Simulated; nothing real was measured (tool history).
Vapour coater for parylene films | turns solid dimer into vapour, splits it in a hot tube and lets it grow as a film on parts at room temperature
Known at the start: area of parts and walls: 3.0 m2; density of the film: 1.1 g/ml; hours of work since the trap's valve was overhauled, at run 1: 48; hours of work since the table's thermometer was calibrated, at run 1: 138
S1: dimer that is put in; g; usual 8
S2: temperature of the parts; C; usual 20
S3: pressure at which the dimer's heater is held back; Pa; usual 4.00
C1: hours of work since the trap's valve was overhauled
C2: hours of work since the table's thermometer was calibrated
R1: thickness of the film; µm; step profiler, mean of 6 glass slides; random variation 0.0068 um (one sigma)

run,hour,S1,S2,S3,C1,C2,R1
1,0.0,8,20,4.00,48,138,1.489
2,54.0,8,20,4.00,86,176,1.485
3,116.4,8,20,4.00,129,220,1.487
4,160.8,8,20,4.00,160,251,1.475
5,238.4,8,20,4.00,215,305,1.499
6,315.7,8,20,4.00,269,359,1.490
7,351.8,8,20,4.00,294,384,1.480
8,403.1,8,20,10.11,330,420,1.367
9,486.0,8,20,10.11,388,478,1.370
10,563.6,8,20,3.38,442,532,1.505
11,623.2,8,20,3.38,484,574,1.488
# hour 638.7: trap's valve overhauled
12,673.8,8,20,10.20,25,607,1.356
13,711.1,8,20,10.20,51,633,1.364
14,772.5,8,20,4.00,94,676,1.473
15,812.5,8,20,6.04,122,704,1.432
16,867.2,8,20,6.04,160,742,1.418
17,904.0,8,13,9.68,186,768,1.611
18,946.3,8,27,2.51,215,797,1.299
19,1011.7,12,30,5.43,261,843,1.698
20,1061.0,12,30,5.43,295,877,1.695
21,1097.1,12,30,5.43,321,903,1.701
22,1144.1,8,17,4.00,353,935,1.576
# hour 1171.6: table's thermometer calibrated
23,1182.7,5,20,11.24,380,8,0.836
24,1236.7,5,20,11.24,417,45,0.840
25,1298.8,10,20,2.26,461,89,1.944
# hour 1348.4: trap's valve overhauled
26,1382.2,6,20,4.13,24,144,1.080
# hour 1441.2: gauge calibrated
27,1464.4,4,26,4.27,81,202,0.648

Predict each of these 4 candidate next runs independently; none follows another, all start after run 27:
A,1542.8,5,20,3.36,136,257,?
B,1542.8,3,32,2.46,136,257,?
C,1542.8,11,31,2.20,136,257,?
D,1542.8,4,30,3.25,136,257,?

run,R1
A,0.961
B,0.441
C,1.660
D,0.598
Stripped of hidden state, with their random variation kept, the same runs would have yielded:
run,R1
A,0.963
B,0.442
C,1.664
D,0.600
